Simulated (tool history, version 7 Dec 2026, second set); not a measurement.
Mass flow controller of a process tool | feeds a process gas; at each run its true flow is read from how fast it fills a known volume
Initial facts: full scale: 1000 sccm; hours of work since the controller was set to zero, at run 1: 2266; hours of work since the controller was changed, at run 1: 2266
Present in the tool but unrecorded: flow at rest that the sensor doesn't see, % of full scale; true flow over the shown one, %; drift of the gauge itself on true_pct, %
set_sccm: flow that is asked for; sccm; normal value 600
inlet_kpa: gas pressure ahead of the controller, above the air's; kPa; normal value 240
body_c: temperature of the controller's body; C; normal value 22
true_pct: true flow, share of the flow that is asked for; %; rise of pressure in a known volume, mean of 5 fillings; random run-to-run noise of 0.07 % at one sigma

| run | day | set_sccm | inlet_kpa | body_c | hours of work since the controller was set to zero | hours of work since the controller was changed | true_pct |
|---|---|---|---|---|---|---|---|
| 1 | 0 | 600 | 240 | 22 | 2266 | 2266 | 99.01 |
| 2 | 2.942 | 600 | 240 | 22 | 2318 | 2318 | 99.04 |
| 3 | 5.433 | 600 | 240 | 23 | 2361 | 2361 | 99.21 |
| 4 | 8.312 | 600 | 240 | 23 | 2412 | 2412 | 99.16 |
| 5 | 10.983 | 600 | 144 | 22 | 2458 | 2458 | 98.52 |
| 6 | 14.929 | 600 | 144 | 22 | 2527 | 2527 | 98.66 |
| 7 | 18.2 | 600 | 144 | 22 | 2585 | 2585 | 98.56 |
| 8 | 21.946 | 600 | 144 | 22 | 2650 | 2650 | 98.65 |
|  | 22.329 | controller's zero set anew |
| 9 | 25.371 | 600 | 144 | 22 | 53 | 2710 | 98.3 |
| 10 | 27.575 | 600 | 144 | 22 | 92 | 2748 | 98.39 |
| 11 | 29.412 | 600 | 144 | 22 | 124 | 2781 | 98.44 |
| 12 | 32.071 | 600 | 186 | 22 | 171 | 2827 | 98.6 |
| 13 | 36.196 | 812 | 144 | 28 | 243 | 2899 | 99.5 |
| 14 | 38.896 | 529 | 163 | 20 | 290 | 2947 | 97.93 |
| 15 | 40.975 | 529 | 163 | 23 | 326 | 2983 | 98.29 |
| 16 | 42.917 | 600 | 240 | 39 | 360 | 3017 | 99.94 |
| 17 | 45.754 | 600 | 240 | 39 | 410 | 3067 | 99.87 |
| 18 | 47.846 | 119 | 150 | 37 | 447 | 3103 | 93.83 |
|  | 48.179 | controller's zero set anew, once more |
| 19 | 51.925 | 114 | 279 | 20 | 66 | 3174 | 98.71 |
| 20 | 55.221 | 334 | 279 | 39 | 123 | 3232 | 100.5 |
| 21 | 58.208 | 396 | 228 | 39 | 176 | 3284 | 100.48 |
| 22 | 62.071 | 396 | 228 | 39 | 243 | 3352 | 100.5 |
| 23 | 65.954 | 396 | 228 | 39 | 311 | 3420 | 100.59 |
| 24 | 68.908 | 396 | 228 | 39 | 363 | 3472 | 100.51 |

3 options for the next run, each taken on its own from the tool as it stands now. Forecast them:
| A | 71.575 | 162 | 228 | 39 | 410 | 3518 | ? |
| B | 71.575 | 331 | 161 | 31 | 410 | 3518 | ? |
| C | 71.575 | 249 | 228 | 39 | 410 | 3518 | ? |

| run | true_pct |
|---|---|
| A | 99.77 |
| B | 99.41 |
| C | 99.97 |
With no hidden state in the tool, these same runs would have given:
| run | true_pct |
|---|---|
| A | 99.03 |
| B | 98.44 |
| C | 99.08 |
